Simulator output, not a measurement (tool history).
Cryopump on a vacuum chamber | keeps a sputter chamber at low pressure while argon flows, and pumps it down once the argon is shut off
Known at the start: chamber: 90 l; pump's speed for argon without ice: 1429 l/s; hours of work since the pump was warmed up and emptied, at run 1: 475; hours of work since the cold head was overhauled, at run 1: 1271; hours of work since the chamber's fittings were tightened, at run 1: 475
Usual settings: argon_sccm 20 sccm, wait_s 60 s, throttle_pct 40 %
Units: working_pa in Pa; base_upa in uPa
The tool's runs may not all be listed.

run	day	argon_sccm	wait_s	throttle_pct	hours of work since the pump was warmed up and emptied	hours of work since the cold head was overhauled	hours of work since the chamber's fittings were tightened	working_pa	base_upa
1	0.000	20	60	40	475	1271	475	0.0660	0.99
2	1.850	20	281	40	512	1308	512	0.0657	0.62
3	4.850	20	60	40	572	1368	572	0.0676	1.07
4	6.892	20	60	40	613	1409	613	0.0666	1.12
5	9.479	20	60	40	665	1461	665	0.0684	1.07
6	12.346	20	60	40	723	1519	723	0.0689	1.25
7	13.675	20	60	40	749	1546	749	0.0712	1.23
8	15.012	20	60	40	776	1572	776	0.0706	1.28
# day 15.458: pump warmed up, emptied and cooled again
9	17.717	20	118	40	45	1622	826	0.0596	0.84
10	20.671	20	60	55	105	1682	886	0.0439	1.10
11	23.800	20	121	40	168	1745	949	0.0619	0.90
12	25.217	20	121	40	196	1773	977	0.0616	0.90
13	28.171	20	121	40	255	1832	1036	0.0634	0.94
14	30.162	20	121	40	295	1873	1076	0.0643	0.91
15	32.058	20	250	40	333	1911	1115	0.0639	0.86
16	33.517	20	250	40	363	1940	1144	0.0645	0.91
17	35.500	20	250	40	403	1980	1184	0.0656	0.92
18	37.562	20	250	40	444	2021	1225	0.0656	0.95
19	39.529	30	22	42	483	2061	1265	0.0950	2.28
20	40.825	30	22	42	510	2087	1291	0.0948	2.24
21	42.558	30	22	42	544	2121	1325	0.0958	2.30
22	44.104	30	22	42	575	2153	1357	0.0957	2.27
23	47.142	15	35	42	636	2214	1417	0.0482	1.90
24	49.575	11	101	57	685	2262	1466	0.0282	1.36
25	51.700	22	221	26	728	2305	1509	0.1109	1.27
26	53.238	26	149	40	759	2336	1540	0.0907	1.39
# day 54.508: pump warmed up, emptied and cooled again
27	54.950	14	273	39	9	2366	1570	0.0433	0.99
28	57.942	14	273	39	69	2426	1630	0.0432	1.01
29	60.233	23	23	41	115	2472	1676	0.0687	2.27
30	61.542	23	23	41	141	2499	1703	0.0693	2.23
31	64.671	23	154	41	204	2561	1765	0.0711	1.18
32	66.804	20	60	16	247	2604	1808	0.1516	1.55
33	69.821	12	199	41	308	2665	1869	0.0372	1.24

Hidden state at the last listed run before each entry between runs and at the first one after, where it differs:
Between runs 8 and 9: pump warmed up, emptied and cooled again (day 15.458)
  pump's speed, % of a pump's without ice: 69.6 -> 98.1; cold plate's temperature, K: 13.35 -> 13.38; leak into the chamber, uPa l/s: 723 -> 754
  measured less the result without the state, working_pa: +0.0112 -> +0.0011 Pa; base_upa: +0.54 -> +0.35 uPa
Between runs 26 and 27: pump warmed up, emptied and cooled again (day 54.508)
  pump's speed, % of a pump's without ice: 71 -> 99.2; cold plate's temperature, K: 13.71 -> 13.72; leak into the chamber, uPa l/s: 1139 -> 1155
  measured less the result without the state, working_pa: +0.0140 -> +0.0008 Pa; base_upa: +0.96 -> +0.64 uPa

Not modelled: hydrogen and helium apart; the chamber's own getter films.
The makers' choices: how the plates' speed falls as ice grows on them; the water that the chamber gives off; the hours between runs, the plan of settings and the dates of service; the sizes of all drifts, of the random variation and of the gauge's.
